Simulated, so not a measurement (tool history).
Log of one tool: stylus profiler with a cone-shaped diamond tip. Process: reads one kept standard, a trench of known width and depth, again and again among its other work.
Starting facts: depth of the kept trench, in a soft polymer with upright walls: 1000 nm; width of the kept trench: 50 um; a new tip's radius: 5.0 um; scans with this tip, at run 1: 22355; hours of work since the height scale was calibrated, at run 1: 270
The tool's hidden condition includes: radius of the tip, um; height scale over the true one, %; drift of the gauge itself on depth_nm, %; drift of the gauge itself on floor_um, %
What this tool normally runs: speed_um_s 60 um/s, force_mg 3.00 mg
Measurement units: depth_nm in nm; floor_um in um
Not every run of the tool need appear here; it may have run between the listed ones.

run    hour  speed_um_s  force_mg  scans with this tip  hours of work since the height scale was calibrated  depth_nm  floor_um
  1     0.0          60      3.00                22355                                                  270   1007.44     41.09
  2    54.7          60      3.00                22831                                                  308   1007.74     41.02
  3   122.8          60      3.00                23423                                                  355   1008.00     40.94
  4   165.4         210      3.00                23793                                                  384   1007.67     40.66
  5   197.6         210      3.00                24072                                                  406   1008.04     40.62
  6   240.3         210      2.29                24443                                                  436   1006.54     40.54
  7   276.8          60      3.00                24761                                                  461   1007.87     40.86
  8   344.1          60      3.00                25346                                                  507   1007.98     40.84
  9   407.2          21      3.00                25895                                                  551   1008.10     40.80
 10   461.1          21      3.00                26363                                                  588   1008.49     40.72
 11   530.9          60      3.00                26970                                                  636   1008.22     40.64
 12   583.3          60      7.91                27425                                                  672   1014.70     40.61
 13   630.8          60      3.22                27838                                                  705   1008.87     40.51
 14   662.0          60      3.22                28109                                                  726   1008.88     40.49
 15   694.4          60      3.22                28391                                                  748   1008.58     40.49
 16   723.4          60      3.22                28643                                                  768   1008.74     40.38
 17   773.9          60      1.50                29082                                                  803   1006.32     40.33
 18   844.1         165      1.50                29692                                                  851   1006.13     40.02
 19   900.1         182      3.00                30178                                                  890   1008.87     40.01
 20   932.8          55      3.00                30463                                                  913   1008.44     40.27
 21   996.9          55      3.00                31020                                                  957   1009.13     40.27
 22  1031.4          55      3.00                31320                                                  980   1008.59     40.13
 23  1086.5          60      3.00                31799                                                 1018   1008.67     40.16
 24  1127.0          20      1.33                32151                                                 1046   1006.27     40.15
 25  1168.0         203      7.44                32507                                                 1074   1014.71     39.90
 26  1233.1         143      1.82                33074                                                 1119   1007.25     39.75
 27  1290.3         143      2.14                33570                                                 1159   1007.64     39.74
 28  1343.6         143      2.14                34033                                                 1195   1007.92     39.72
 29  1407.0          33      1.16                34585                                                 1239   1006.14     39.87
     1454.3  -- new tip fitted, height scale calibrated
 30  1477.8          34      7.11                  204                                                   16   1011.83     43.99
 31  1534.7          26      1.38                  698                                                   55   1004.13     43.94
 32  1594.8         235      4.53                 1221                                                   97   1009.13     43.63
 33  1645.2         235      4.53                 1659                                                  131   1009.19     43.52
 34  1688.7         114      1.59                 2037                                                  161   1004.74     43.49
 35  1744.7         145      3.17                 2524                                                  200   1007.44     43.49
 36  1775.8         145      1.47                 2794                                                  221   1004.44     43.32
 37  1837.8          92      7.93                 3333                                                  264   1013.65     43.53
 38  1901.3          29      8.01                 3885                                                  308   1013.34     43.51
 39  1944.0          27      2.28                 4256                                                  337   1006.13     43.38
 40  1977.1          22      3.00                 4544                                                  360   1007.11     43.36
 41  2018.1         180      1.20                 4900                                                  388   1004.44     42.83
 42  2081.2          51      1.20                 5449                                                  432   1004.57     43.22
 43  2127.7          24      2.21                 5853                                                  464   1006.81     43.20
 44  2161.2          24      2.21                 6144                                                  487   1006.95     43.14
 45  2228.2          24      2.21                 6727                                                  533   1006.92     43.05

What if the next run were any one of these 3? Each begins from the tool's condition after run 45:
  A  2271.7          63      1.80                 7105                                                  563         ?         ?
  B  2271.7          60      2.79                 7105                                                  563         ?         ?
  C  2271.7         117      1.86                 7105                                                  563         ?         ?

run  depth_nm  floor_um
  A   1005.46     42.93
  B   1007.64     42.94
  C   1006.03     42.83
Without the tool's unlogged condition, the same runs would have read:
run  depth_nm  floor_um
  A   1004.24     43.84
  B   1006.42     43.86
  C   1004.81     43.74

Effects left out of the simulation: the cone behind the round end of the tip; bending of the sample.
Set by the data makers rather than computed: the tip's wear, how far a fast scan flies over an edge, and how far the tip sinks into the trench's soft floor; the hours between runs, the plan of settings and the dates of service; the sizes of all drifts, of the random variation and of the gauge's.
